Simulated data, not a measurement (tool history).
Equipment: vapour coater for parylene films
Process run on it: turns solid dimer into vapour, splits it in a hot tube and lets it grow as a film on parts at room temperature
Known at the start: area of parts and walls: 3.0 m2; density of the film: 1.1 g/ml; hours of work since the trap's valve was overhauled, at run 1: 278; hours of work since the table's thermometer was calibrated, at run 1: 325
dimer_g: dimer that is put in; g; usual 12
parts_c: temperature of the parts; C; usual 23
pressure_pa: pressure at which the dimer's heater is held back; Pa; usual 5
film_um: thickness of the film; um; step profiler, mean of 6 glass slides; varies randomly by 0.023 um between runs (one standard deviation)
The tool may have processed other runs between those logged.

run,hour,dimer_g,parts_c,pressure_pa,hours of work since the trap's valve was overhauled,hours of work since the table's thermometer was calibrated,film_um
1,0,12,23,5,278,325,1.88
2,48.5,12,23,5,301,348,1.87
3,70.3,12,23,9.71,311,359,1.64
4,93.4,12,23,5,322,370,1.81
5,136.9,12,23,5,343,390,1.86
6,177.2,12,23,5,362,409,1.84
7,209.4,12,23,5,377,425,1.85
8,262,12,23,7.38,402,450,1.71
9,284.3,12,23,7.38,413,460,1.74
10,321.4,12,23,7.38,430,478,1.72
11,362.5,11,23,5,450,497,1.71
12,391.2,12,33,5,463,511,1.3
13,424.6,12,23,5,479,527,1.84
14,446.6,12,23,5,490,537,1.85
15,476.8,12,34,5,504,552,1.21
16,511.5,12,34,5,521,568,1.27
17,550.6,12,34,5,539,587,1.24
18,582.2,12,34,5,554,602,1.27
19,610.5,12,34,5,568,615,1.25
# hour 653.6: trap's valve overhauled
20,666.8,12,34,5,6,640,1.18
21,696.3,12,34,5,20,654,1.24
22,732.3,12,34,5,37,671,1.22
23,761.4,12,23,3.46,51,685,1.9
24,809,12,23,3.46,74,708,1.85
25,846.5,5,35,3.51,92,726,0.51
26,892.2,5,35,3.51,113,747,0.5
# hour 908.3: trap's valve overhauled, once more
27,935.6,5,35,3.51,13,766,0.58
28,975.4,15,15,9.58,32,785,2.73
29,997.2,19,23,2.54,42,795,3.47
30,1027,5,23,5,56,809,0.81
31,1063.4,13,20,5.48,74,827,2.21
32,1092.2,13,20,5.48,87,840,2.21
33,1137.1,16,31,5.48,109,862,1.85

What will run 34 give?
34,1165.7,13,31,11.39,122,875,?

{"run 34": {"film_um": 1.28}}
Had the tool carried no hidden state, the very same run would have given film_um 1.34 um.

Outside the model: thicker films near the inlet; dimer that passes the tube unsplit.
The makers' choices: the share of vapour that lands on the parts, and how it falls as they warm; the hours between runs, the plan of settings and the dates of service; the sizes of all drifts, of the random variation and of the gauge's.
